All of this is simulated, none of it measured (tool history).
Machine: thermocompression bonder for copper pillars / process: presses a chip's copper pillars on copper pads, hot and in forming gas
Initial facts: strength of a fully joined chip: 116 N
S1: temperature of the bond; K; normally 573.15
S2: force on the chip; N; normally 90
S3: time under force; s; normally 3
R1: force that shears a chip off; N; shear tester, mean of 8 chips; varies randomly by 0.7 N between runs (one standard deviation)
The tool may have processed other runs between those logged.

run 1 hour=0.0 | S1=573.15 S2=90 S3=3 | R1=44.6
run 2 hour=10.4 | S1=573.15 S2=90 S3=3 | R1=43.8
run 3 hour=20.3 | S1=573.15 S2=90 S3=3 | R1=44.7
run 4 hour=32.7 | S1=577.15 S2=90 S3=3 | R1=44.6
run 5 hour=49.9 | S1=577.15 S2=90 S3=3 | R1=44.6
run 6 hour=61.7 | S1=577.15 S2=90 S3=3 | R1=44.7
run 7 hour=71.4 | S1=577.15 S2=90 S3=3 | R1=45.6
run 8 hour=90.5 | S1=577.15 S2=90 S3=5 | R1=53.7
run 9 hour=104.1 | S1=573.15 S2=90 S3=2 | R1=36.4
run 10 hour=116.9 | S1=573.15 S2=90 S3=2 | R1=36.5
run 11 hour=135.2 | S1=573.15 S2=90 S3=3 | R1=42.1
run 12 hour=151.9 | S1=573.15 S2=90 S3=3 | R1=41.6
-- hour=155.0 force cell calibrated
-- hour=173.3 forming gas filter changed
run 13 hour=173.3 | S1=573.15 S2=90 S3=4 | R1=54.3
run 14 hour=183.3 | S1=573.15 S2=90 S3=4 | R1=52.2
run 15 hour=192.0 | S1=589.15 S2=90 S3=4 | R1=61.2
-- hour=197.7 force cell calibrated, once more
run 16 hour=208.9 | S1=589.15 S2=90 S3=4 | R1=59.0
run 17 hour=229.0 | S1=589.15 S2=90 S3=8 | R1=74.3
run 18 hour=245.5 | S1=589.15 S2=90 S3=8 | R1=71.9
run 19 hour=254.6 | S1=589.15 S2=55 S3=8 | R1=56.1
run 20 hour=271.3 | S1=573.15 S2=90 S3=3 | R1=46.4
run 21 hour=289.0 | S1=573.15 S2=87 S3=3 | R1=45.4
run 22 hour=306.8 | S1=568.15 S2=109 S3=4 | R1=55.3
run 23 hour=321.8 | S1=568.15 S2=109 S3=4 | R1=55.2
run 24 hour=332.0 | S1=597.15 S2=62 S3=7 | R1=58.3
run 25 hour=352.0 | S1=597.15 S2=62 S3=7 | R1=58.8
run 26 hour=364.0 | S1=597.15 S2=62 S3=7 | R1=59.2
run 27 hour=376.7 | S1=566.15 S2=69 S3=3 | R1=33.8
run 28 hour=389.1 | S1=570.15 S2=81 S3=7 | R1=54.4
run 29 hour=400.0 | S1=578.15 S2=135 S3=4 | R1=65.1
run 30 hour=414.0 | S1=578.15 S2=135 S3=4 | R1=64.6
run 31 hour=422.6 | S1=553.15 S2=135 S3=4 | R1=52.3
run 32 hour=433.9 | S1=553.15 S2=90 S3=2 | R1=30.1
run 33 hour=449.3 | S1=553.15 S2=71 S3=2 | R1=25.6
run 34 hour=462.2 | S1=548.15 S2=113 S3=3 | R1=39.3
run 35 hour=480.0 | S1=548.15 S2=113 S3=6 | R1=49.8
run 36 hour=491.9 | S1=562.15 S2=90 S3=3 | R1=39.3
run 37 hour=503.4 | S1=562.15 S2=90 S3=3 | R1=39.0
run 38 hour=520.1 | S1=562.15 S2=90 S3=3 | R1=38.8
run 39 hour=537.6 | S1=564.15 S2=109 S3=2 | R1=36.8
run 40 hour=550.2 | S1=564.15 S2=109 S3=2 | R1=38.4
run 41 hour=558.8 | S1=564.15 S2=109 S3=2 | R1=37.8

Forecast each of these 3 alternatives for the next run:
run A hour=573.0 | S1=567.15 S2=90 S3=3 | R1=?
run B hour=573.0 | S1=573.15 S2=56 S3=4 | R1=?
run C hour=573.0 | S1=551.15 S2=63 S3=9 | R1=?

run=A R1=39.5
run=B R1=34.3
run=C R1=41.0
Take away the tool's hidden state, keep each run's random variation, and the runs would have read:
run=A R1=45.3
run=B R1=39.3
run=C R1=47.1
